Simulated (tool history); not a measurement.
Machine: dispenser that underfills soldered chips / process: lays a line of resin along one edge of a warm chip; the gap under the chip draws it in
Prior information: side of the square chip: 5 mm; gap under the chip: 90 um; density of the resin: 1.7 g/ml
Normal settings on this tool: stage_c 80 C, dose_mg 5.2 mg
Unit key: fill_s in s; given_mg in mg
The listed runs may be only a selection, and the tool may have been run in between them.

{"run": 1, "hour": 0.0, "stage_c": 80, "dose_mg": 5.2, "fill_s": 6.3, "given_mg": 4.95}
{"hour": 2.9, "done": "new syringe of resin"}
{"run": 2, "hour": 6.2, "stage_c": 80, "dose_mg": 5.2, "fill_s": 5.2, "given_mg": 5.08}
{"run": 3, "hour": 9.8, "stage_c": 80, "dose_mg": 5.2, "fill_s": 5.1, "given_mg": 4.96}
{"run": 4, "hour": 12.8, "stage_c": 80, "dose_mg": 5.2, "fill_s": 5.4, "given_mg": 5.1}
{"run": 5, "hour": 16.9, "stage_c": 80, "dose_mg": 5.2, "fill_s": 6.5, "given_mg": 5.05}
{"hour": 18.6, "done": "new syringe of resin"}
{"run": 6, "hour": 22.6, "stage_c": 86, "dose_mg": 5.2, "fill_s": 3.6, "given_mg": 5.07}
{"run": 7, "hour": 27.8, "stage_c": 80, "dose_mg": 6.32, "fill_s": 5, "given_mg": 6.06}
{"hour": 34.3, "done": "new syringe of resin"}
{"run": 8, "hour": 34.3, "stage_c": 80, "dose_mg": 5.2, "fill_s": 4, "given_mg": 4.99}
{"run": 9, "hour": 38.5, "stage_c": 80, "dose_mg": 5.2, "fill_s": 4.5, "given_mg": 4.99}
{"run": 10, "hour": 41.3, "stage_c": 80, "dose_mg": 5.2, "fill_s": 5, "given_mg": 5.01}
{"run": 11, "hour": 47.5, "stage_c": 80, "dose_mg": 5.2, "fill_s": 5.7, "given_mg": 4.93}
{"hour": 49.9, "done": "new syringe of resin"}
{"run": 12, "hour": 50.7, "stage_c": 80, "dose_mg": 5.2, "fill_s": 4.5, "given_mg": 5.02}
{"run": 13, "hour": 56.3, "stage_c": 80, "dose_mg": 5.2, "fill_s": 4.5, "given_mg": 4.88}
{"run": 14, "hour": 59.0, "stage_c": 80, "dose_mg": 5.2, "fill_s": 5.7, "given_mg": 4.82}
{"run": 15, "hour": 61.7, "stage_c": 80, "dose_mg": 5.2, "fill_s": 5.6, "given_mg": 4.94}
{"run": 16, "hour": 64.7, "stage_c": 80, "dose_mg": 5.2, "fill_s": 6.2, "given_mg": 4.89}
{"hour": 65.4, "done": "new syringe of resin"}
{"run": 17, "hour": 70.6, "stage_c": 72, "dose_mg": 4.48, "fill_s": 8.4, "given_mg": 4.22}
{"run": 18, "hour": 73.6, "stage_c": 81, "dose_mg": 6.19, "fill_s": 4.9, "given_mg": 5.8}
{"run": 19, "hour": 77.8, "stage_c": 90, "dose_mg": 5.92, "fill_s": 3.6, "given_mg": 5.53}
{"hour": 80.8, "done": "new syringe of resin"}
{"run": 20, "hour": 83.5, "stage_c": 87, "dose_mg": 5.51, "fill_s": 3.2, "given_mg": 5.15}
{"run": 21, "hour": 89.0, "stage_c": 87, "dose_mg": 5.41, "fill_s": 4, "given_mg": 5.04}
{"run": 22, "hour": 94.4, "stage_c": 72, "dose_mg": 5.2, "fill_s": 9.4, "given_mg": 4.91}
{"hour": 96.4, "done": "new syringe of resin"}
{"run": 23, "hour": 97.7, "stage_c": 95, "dose_mg": 5.84, "fill_s": 2.6, "given_mg": 5.38}
{"run": 24, "hour": 103.0, "stage_c": 89, "dose_mg": 6.73, "fill_s": 3.5, "given_mg": 6.22}
{"run": 25, "hour": 108.5, "stage_c": 89, "dose_mg": 6.73, "fill_s": 3.4, "given_mg": 6.28}
{"hour": 111.8, "done": "new syringe of resin"}
{"run": 26, "hour": 114.9, "stage_c": 89, "dose_mg": 5.01, "fill_s": 3.4, "given_mg": 4.63}
{"run": 27, "hour": 118.3, "stage_c": 89, "dose_mg": 5.18, "fill_s": 4.2, "given_mg": 4.81}
{"run": 28, "hour": 124.7, "stage_c": 91, "dose_mg": 6.15, "fill_s": 3, "given_mg": 5.66}
{"hour": 126.5, "done": "dispensing valve cleaned and set on the balance"}
{"hour": 128.4, "done": "new syringe of resin"}
{"run": 29, "hour": 131.9, "stage_c": 82, "dose_mg": 5.17, "fill_s": 4.7, "given_mg": 5}

Here are 5 independent what-if runs from the current tool condition. What would each one return?
{"run": "A", "hour": 136.4, "stage_c": 82, "dose_mg": 5.72, "fill_s": "?", "given_mg": "?"}
{"run": "B", "hour": 136.4, "stage_c": 83, "dose_mg": 6.72, "fill_s": "?", "given_mg": "?"}
{"run": "C", "hour": 136.4, "stage_c": 93, "dose_mg": 4.69, "fill_s": "?", "given_mg": "?"}
{"run": "D", "hour": 136.4, "stage_c": 85, "dose_mg": 6.11, "fill_s": "?", "given_mg": "?"}
{"run": "E", "hour": 136.4, "stage_c": 74, "dose_mg": 6.38, "fill_s": "?", "given_mg": "?"}

run=A fill_s=5 given_mg=5.64
run=B fill_s=4.7 given_mg=6.65
run=C fill_s=3.1 given_mg=4.68
run=D fill_s=4.1 given_mg=5.98
run=E fill_s=7.3 given_mg=6.36
Without the tool's hidden state the same runs would have given:
run=A fill_s=4 given_mg=5.7
run=B fill_s=3.8 given_mg=6.71
run=C fill_s=2.4 given_mg=4.73
run=D fill_s=3.3 given_mg=6.04
run=E fill_s=5.9 given_mg=6.42
